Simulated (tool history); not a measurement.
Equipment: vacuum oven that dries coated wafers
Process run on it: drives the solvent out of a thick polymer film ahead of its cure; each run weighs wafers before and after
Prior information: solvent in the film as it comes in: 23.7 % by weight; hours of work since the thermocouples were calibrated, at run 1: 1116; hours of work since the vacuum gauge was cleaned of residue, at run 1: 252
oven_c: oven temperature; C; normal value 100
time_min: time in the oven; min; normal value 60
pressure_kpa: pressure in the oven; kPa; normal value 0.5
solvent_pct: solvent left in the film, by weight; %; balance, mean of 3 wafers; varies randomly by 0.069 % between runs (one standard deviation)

run   hour  oven_c  time_min  pressure_kpa  hours of work since the thermocouples were calibrated  hours of work since the vacuum gauge was cleaned of residue  solvent_pct
  1      0     100        60           0.5                                                   1116                                                          252         5.29
  2   14.2     100        60           0.5                                                   1125                                                          262         5.22
  3   29.8     100        60           0.5                                                   1135                                                          272         5.33
  4   42.9     100        60           0.5                                                   1144                                                          280         5.28
  5   51.9     100        60           0.5                                                   1150                                                          286         5.37
  6   62.3     100        60           0.5                                                   1157                                                          293         5.23
  7   75.6     100        60           0.5                                                   1165                                                          302         5.28
  8   87.4     100        75           0.5                                                   1173                                                          309            4
  9   98.3     100        75         1.642                                                   1180                                                          316         5.28
 10  112.7     100        75         1.642                                                   1189                                                          326         5.25
 11  121.9     100        75         1.642                                                   1195                                                          332         5.19
 12  133.8      97        32         0.287                                                   1203                                                          339        10.32
 13  150.2      93        97         0.598                                                   1214                                                          350         4.72
 14    164      93        97         0.598                                                   1223                                                          359         4.81
 15  174.8     107        30         0.315                                                   1230                                                          366         7.48
 16  185.7      93        40         1.423                                                   1237                                                          373        11.51
 17  202.4      93        40         1.423                                                   1248                                                          384        11.27

Alternative continuations, all from the tool just after run 17; predict every row:
  A  218.1      92        78         1.282                                                   1258                                                          394            ?
  B  218.1     100       106         0.537                                                   1258                                                          394            ?
  C  218.1      93        44         1.423                                                   1258                                                          394            ?

run  solvent_pct
  A         7.48
  B         2.53
  C        10.69
Take away the tool's hidden state, keep each run's random variation, and the runs would have read:
run  solvent_pct
  A         6.63
  B            2
  C         9.94

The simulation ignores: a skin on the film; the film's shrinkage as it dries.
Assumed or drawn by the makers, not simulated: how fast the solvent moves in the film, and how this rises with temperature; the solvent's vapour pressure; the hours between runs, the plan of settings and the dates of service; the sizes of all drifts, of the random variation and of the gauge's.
